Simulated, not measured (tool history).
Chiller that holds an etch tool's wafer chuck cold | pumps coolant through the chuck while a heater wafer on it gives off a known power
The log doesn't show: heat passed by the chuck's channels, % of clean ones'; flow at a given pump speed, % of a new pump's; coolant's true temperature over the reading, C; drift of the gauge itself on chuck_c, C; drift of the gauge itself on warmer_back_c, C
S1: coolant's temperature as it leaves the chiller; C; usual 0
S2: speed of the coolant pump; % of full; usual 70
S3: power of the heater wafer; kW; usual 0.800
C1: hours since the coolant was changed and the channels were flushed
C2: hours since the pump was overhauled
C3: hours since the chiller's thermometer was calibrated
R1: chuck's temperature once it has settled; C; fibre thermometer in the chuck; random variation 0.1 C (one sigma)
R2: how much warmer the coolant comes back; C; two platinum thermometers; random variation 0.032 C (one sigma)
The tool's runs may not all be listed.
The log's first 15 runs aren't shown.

Run 16, day 19.800: usual settings but S3 1.126 kW; C1 917; C2 1162; C3 432. Result: R1 10.1 C, R2 5.32 C.
Run 17, day 20.938: usual settings but S3 1.126 kW; C1 945; C2 1189; C3 460. Result: R1 10.3 C, R2 5.40 C.
Run 18, day 22.742: usual settings but S3 1.126 kW; C1 988; C2 1232; C3 503. Result: R1 10.3 C, R2 5.41 C.
Run 19, day 23.621: usual settings but S3 1.126 kW; C1 1009; C2 1253; C3 524. Result: R1 10.2 C, R2 5.39 C.
Run 20, day 24.954: usual settings but S3 0.575 kW; C1 1041; C2 1285; C3 556. Result: R1 5.2 C, R2 2.81 C.
Run 21, day 25.767: usual settings but S2 86 % of full, S3 0.546 kW; C1 1061; C2 1305; C3 576. Result: R1 4.2 C, R2 2.23 C.
Run 22, day 26.742: usual settings but S2 69 % of full; C1 1084; C2 1328; C3 599. Result: R1 7.4 C, R2 3.99 C.
Run 23, day 27.792: usual settings but S1 -4 C, S2 71 % of full, S3 0.669 kW; C1 1109; C2 1353; C3 624. Result: R1 1.7 C, R2 3.29 C.
Run 24, day 28.988: usual settings but S1 5 C, S2 71 % of full, S3 0.669 kW; C1 1138; C2 1382; C3 653. Result: R1 10.8 C, R2 3.25 C.
Run 25, day 30.496: usual settings but S1 5 C, S2 71 % of full, S3 0.669 kW; C1 1174; C2 1418; C3 689. Result: R1 11.0 C, R2 3.23 C.
Run 26, day 31.946: usual settings but S1 -1 C, S2 96 % of full, S3 1.164 kW; C1 1209; C2 1453; C3 724. Result: R1 7.8 C, R2 4.08 C.
Run 27, day 33.629: usual settings but S1 -1 C, S2 96 % of full, S3 1.164 kW; C1 1249; C2 1493; C3 764. Result: R1 7.7 C, R2 4.03 C.
Run 28, day 34.908: usual settings but S3 0.996 kW; C1 1280; C2 1524; C3 795. Result: R1 9.0 C, R2 4.90 C.
At day 35.167: gauge calibrated.
Run 29, day 36.150: usual settings but S1 8 C; C1 1310; C2 1554; C3 825. Result: R1 15.3 C, R2 3.74 C.
Run 30, day 37.667: usual settings but S1 7 C, S2 92 % of full, S3 0.478 kW; C1 1346; C2 1590; C3 861. Result: R1 10.7 C, R2 1.65 C.
Run 31, day 38.862: usual settings but S1 7 C, S2 62 % of full, S3 0.737 kW; C1 1375; C2 1619; C3 890. Result: R1 14.1 C, R2 3.95 C.

Forecast each of these 4 alternatives for the next run:
Run A, day 39.671: usual settings but S1 10 C, S2 60 % of full, S3 1.062 kW; C1 1394; C2 1638; C3 909. Result: R1 ?, R2 ?.
Run B, day 39.671: usual settings but S1 6 C, S2 71 % of full, S3 0.932 kW; C1 1394; C2 1638; C3 909. Result: R1 ?, R2 ?.
Run C, day 39.671: usual settings but S1 7 C, S2 95 % of full, S3 0.737 kW; C1 1394; C2 1638; C3 909. Result: R1 ?, R2 ?.
Run D, day 39.671: usual settings but S2 84 % of full, S3 0.637 kW; C1 1394; C2 1638; C3 909. Result: R1 ?, R2 ?.

run    R1    R2
  A  20.7  5.82
  B  14.4  4.30
  C  12.6  2.48
  D   5.4  2.49
Without the tool's hidden state the same runs would have given:
run    R1    R2
  A  20.7  5.78
  B  14.4  4.27
  C  12.6  2.45
  D   5.4  2.46
